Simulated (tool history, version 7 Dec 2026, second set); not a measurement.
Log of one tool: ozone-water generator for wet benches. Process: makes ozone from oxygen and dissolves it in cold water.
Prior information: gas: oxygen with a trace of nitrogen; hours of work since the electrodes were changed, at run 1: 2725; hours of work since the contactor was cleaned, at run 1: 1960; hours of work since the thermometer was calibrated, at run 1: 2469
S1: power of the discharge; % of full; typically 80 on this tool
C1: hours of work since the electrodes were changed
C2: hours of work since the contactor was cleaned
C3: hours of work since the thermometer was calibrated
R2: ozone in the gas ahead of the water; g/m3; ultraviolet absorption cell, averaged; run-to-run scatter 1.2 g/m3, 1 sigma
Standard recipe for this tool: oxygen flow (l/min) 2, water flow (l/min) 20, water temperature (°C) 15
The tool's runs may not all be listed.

{"run": 1, "hour": 0.0, "S1": 80, "oxygen flow (l/min)": 2, "water flow (l/min)": 20, "water temperature (°C)": 15, "C1": 2725, "C2": 1960, "C3": 2469, "dissolved ozone (ppm)": 14.6, "R2": 224.9}
{"run": 2, "hour": 145.7, "S1": 80, "oxygen flow (l/min)": 2, "water flow (l/min)": 20, "water temperature (°C)": 15, "C1": 2821, "C2": 2057, "C3": 2566, "dissolved ozone (ppm)": 14.7, "R2": 224.1}
{"run": 3, "hour": 299.2, "S1": 80, "oxygen flow (l/min)": 2, "water flow (l/min)": 20, "water temperature (°C)": 15, "C1": 2923, "C2": 2159, "C3": 2668, "dissolved ozone (ppm)": 14.5, "R2": 221.6}
{"run": 4, "hour": 439.7, "S1": 80, "oxygen flow (l/min)": 2, "water flow (l/min)": 20, "water temperature (°C)": 15, "C1": 3016, "C2": 2252, "C3": 2761, "dissolved ozone (ppm)": 14.5, "R2": 224.9}
{"run": 5, "hour": 636.4, "S1": 80, "oxygen flow (l/min)": 2, "water flow (l/min)": 20, "water temperature (°C)": 15, "C1": 3147, "C2": 2382, "C3": 2892, "dissolved ozone (ppm)": 14.6, "R2": 222.7}
{"run": 6, "hour": 799.5, "S1": 80, "oxygen flow (l/min)": 2, "water flow (l/min)": 20, "water temperature (°C)": 15, "C1": 3255, "C2": 2491, "C3": 3000, "dissolved ozone (ppm)": 14.3, "R2": 221.8}
{"run": 7, "hour": 968.6, "S1": 80, "oxygen flow (l/min)": 2, "water flow (l/min)": 20, "water temperature (°C)": 15, "C1": 3367, "C2": 2603, "C3": 3112, "dissolved ozone (ppm)": 14.6, "R2": 224.2}
{"run": 8, "hour": 1076.3, "S1": 80, "oxygen flow (l/min)": 2, "water flow (l/min)": 20, "water temperature (°C)": 15, "C1": 3439, "C2": 2674, "C3": 3184, "dissolved ozone (ppm)": 14.5, "R2": 221.9}
{"run": 9, "hour": 1188.0, "S1": 85, "oxygen flow (l/min)": 2, "water flow (l/min)": 20, "water temperature (°C)": 15, "C1": 3513, "C2": 2749, "C3": 3258, "dissolved ozone (ppm)": 15.4, "R2": 235.3}
{"run": 10, "hour": 1401.1, "S1": 85, "oxygen flow (l/min)": 2, "water flow (l/min)": 20, "water temperature (°C)": 15, "C1": 3654, "C2": 2890, "C3": 3399, "dissolved ozone (ppm)": 15.2, "R2": 234.9}
{"run": 11, "hour": 1602.8, "S1": 85, "oxygen flow (l/min)": 2, "water flow (l/min)": 20, "water temperature (°C)": 15, "C1": 3788, "C2": 3024, "C3": 3533, "dissolved ozone (ppm)": 15.4, "R2": 236.1}
{"run": 12, "hour": 1793.4, "S1": 85, "oxygen flow (l/min)": 2, "water flow (l/min)": 20, "water temperature (°C)": 15, "C1": 3915, "C2": 3150, "C3": 3660, "dissolved ozone (ppm)": 15.4, "R2": 236.1}
{"run": 13, "hour": 1903.7, "S1": 85, "oxygen flow (l/min)": 2, "water flow (l/min)": 20, "water temperature (°C)": 15, "C1": 3988, "C2": 3223, "C3": 3733, "dissolved ozone (ppm)": 15.2, "R2": 236.9}
{"hour": 1936.2, "done": "water thermometer calibrated"}
{"run": 14, "hour": 2067.1, "S1": 80, "oxygen flow (l/min)": 2, "water flow (l/min)": 20, "water temperature (°C)": 14, "C1": 4096, "C2": 3332, "C3": 87, "dissolved ozone (ppm)": 14.5, "R2": 222}
{"run": 15, "hour": 2251.8, "S1": 80, "oxygen flow (l/min)": 2, "water flow (l/min)": 20, "water temperature (°C)": 14, "C1": 4219, "C2": 3454, "C3": 209, "dissolved ozone (ppm)": 14.7, "R2": 225.1}
{"run": 16, "hour": 2400.5, "S1": 80, "oxygen flow (l/min)": 1.39, "water flow (l/min)": 20, "water temperature (°C)": 14, "C1": 4317, "C2": 3553, "C3": 308, "dissolved ozone (ppm)": 12.2, "R2": 252}
{"run": 17, "hour": 2553.0, "S1": 80, "oxygen flow (l/min)": 1.07, "water flow (l/min)": 32, "water temperature (°C)": 12, "C1": 4419, "C2": 3654, "C3": 409, "dissolved ozone (ppm)": 6.6, "R2": 276.6}
{"run": 18, "hour": 2717.1, "S1": 55, "oxygen flow (l/min)": 1, "water flow (l/min)": 20, "water temperature (°C)": 9, "C1": 4527, "C2": 3763, "C3": 518, "dissolved ozone (ppm)": 7.8, "R2": 206.9}
{"run": 19, "hour": 2827.2, "S1": 55, "oxygen flow (l/min)": 1.09, "water flow (l/min)": 20, "water temperature (°C)": 10, "C1": 4601, "C2": 3836, "C3": 591, "dissolved ozone (ppm)": 8, "R2": 199.2}
{"run": 20, "hour": 2946.6, "S1": 80, "oxygen flow (l/min)": 1.82, "water flow (l/min)": 31, "water temperature (°C)": 9, "C1": 4680, "C2": 3915, "C3": 671, "dissolved ozone (ppm)": 9.2, "R2": 229}
{"hour": 3117.3, "done": "contactor cleaned"}
{"run": 21, "hour": 3129.5, "S1": 80, "oxygen flow (l/min)": 2.16, "water flow (l/min)": 15, "water temperature (°C)": 15, "C1": 4799, "C2": 8, "C3": 789, "dissolved ozone (ppm)": 19.2, "R2": 215.6}
{"run": 22, "hour": 3276.6, "S1": 80, "oxygen flow (l/min)": 2.16, "water flow (l/min)": 15, "water temperature (°C)": 11, "C1": 4896, "C2": 106, "C3": 887, "dissolved ozone (ppm)": 19.9, "R2": 216.5}
{"run": 23, "hour": 3464.4, "S1": 80, "oxygen flow (l/min)": 1.17, "water flow (l/min)": 20, "water temperature (°C)": 15, "C1": 5021, "C2": 230, "C3": 1012, "dissolved ozone (ppm)": 11.2, "R2": 266.2}
{"run": 24, "hour": 3610.0, "S1": 80, "oxygen flow (l/min)": 1.17, "water flow (l/min)": 20, "water temperature (°C)": 15, "C1": 5117, "C2": 327, "C3": 1108, "dissolved ozone (ppm)": 11.5, "R2": 270.5}
{"run": 25, "hour": 3803.5, "S1": 80, "oxygen flow (l/min)": 1.17, "water flow (l/min)": 20, "water temperature (°C)": 15, "C1": 5246, "C2": 455, "C3": 1237, "dissolved ozone (ppm)": 11.3, "R2": 268.5}
{"run": 26, "hour": 4011.9, "S1": 93, "oxygen flow (l/min)": 1.06, "water flow (l/min)": 14, "water temperature (°C)": 15, "C1": 5384, "C2": 594, "C3": 1375, "dissolved ozone (ppm)": 17, "R2": 313}
{"run": 27, "hour": 4232.1, "S1": 52, "oxygen flow (l/min)": 1.15, "water flow (l/min)": 20, "water temperature (°C)": 7, "C1": 5530, "C2": 740, "C3": 1521, "dissolved ozone (ppm)": 8.2, "R2": 188.5}
{"run": 28, "hour": 4437.2, "S1": 52, "oxygen flow (l/min)": 1.15, "water flow (l/min)": 20, "water temperature (°C)": 7, "C1": 5666, "C2": 876, "C3": 1657, "dissolved ozone (ppm)": 8.1, "R2": 188.1}
{"run": 29, "hour": 4600.5, "S1": 73, "oxygen flow (l/min)": 1.34, "water flow (l/min)": 12, "water temperature (°C)": 22, "C1": 5775, "C2": 984, "C3": 1766, "dissolved ozone (ppm)": 17, "R2": 238.7}
{"run": 30, "hour": 4696.4, "S1": 88, "oxygen flow (l/min)": 2.38, "water flow (l/min)": 20, "water temperature (°C)": 18, "C1": 5838, "C2": 1048, "C3": 1829, "dissolved ozone (ppm)": 16.4, "R2": 226.1}
{"run": 31, "hour": 4894.7, "S1": 49, "oxygen flow (l/min)": 1.5, "water flow (l/min)": 20, "water temperature (°C)": 15, "C1": 5970, "C2": 1180, "C3": 1961, "dissolved ozone (ppm)": 8.4, "R2": 163.6}
{"run": 32, "hour": 5075.4, "S1": 49, "oxygen flow (l/min)": 1.5, "water flow (l/min)": 20, "water temperature (°C)": 15, "C1": 6090, "C2": 1300, "C3": 2081, "dissolved ozone (ppm)": 8.4, "R2": 163}

Forecast each of these 5 alternatives for the next run:
{"run": "A", "hour": 5167.5, "S1": 49, "oxygen flow (l/min)": 1.11, "water flow (l/min)": 16, "water temperature (°C)": 15, "C1": 6151, "C2": 1361, "C3": 2142, "dissolved ozone (ppm)": "?", "R2": "?"}
{"run": "B", "hour": 5167.5, "S1": 49, "oxygen flow (l/min)": 1.51, "water flow (l/min)": 19, "water temperature (°C)": 9, "C1": 6151, "C2": 1361, "C3": 2142, "dissolved ozone (ppm)": "?", "R2": "?"}
{"run": "C", "hour": 5167.5, "S1": 56, "oxygen flow (l/min)": 1.08, "water flow (l/min)": 20, "water temperature (°C)": 15, "C1": 6151, "C2": 1361, "C3": 2142, "dissolved ozone (ppm)": "?", "R2": "?"}
{"run": "D", "hour": 5167.5, "S1": 86, "oxygen flow (l/min)": 2, "water flow (l/min)": 20, "water temperature (°C)": 15, "C1": 6151, "C2": 1361, "C3": 2142, "dissolved ozone (ppm)": "?", "R2": "?"}
{"run": "E", "hour": 5167.5, "S1": 85, "oxygen flow (l/min)": 1.97, "water flow (l/min)": 20, "water temperature (°C)": 11, "C1": 6151, "C2": 1361, "C3": 2142, "dissolved ozone (ppm)": "?", "R2": "?"}

run=A dissolved_ozone_(ppm)=9.1 R2=181
run=B dissolved_ozone_(ppm)=9.3 R2=161.3
run=C dissolved_ozone_(ppm)=7.8 R2=201.9
run=D dissolved_ozone_(ppm)=15.2 R2=236.9
run=E dissolved_ozone_(ppm)=15.6 R2=234.8
Without the tool's hidden state the same runs would have given:
run=A dissolved_ozone_(ppm)=9.1 R2=181.3
run=B dissolved_ozone_(ppm)=9.3 R2=161.6
run=C dissolved_ozone_(ppm)=7.8 R2=202.4
run=D dissolved_ozone_(ppm)=15.2 R2=237.6
run=E dissolved_ozone_(ppm)=15.6 R2=235.5
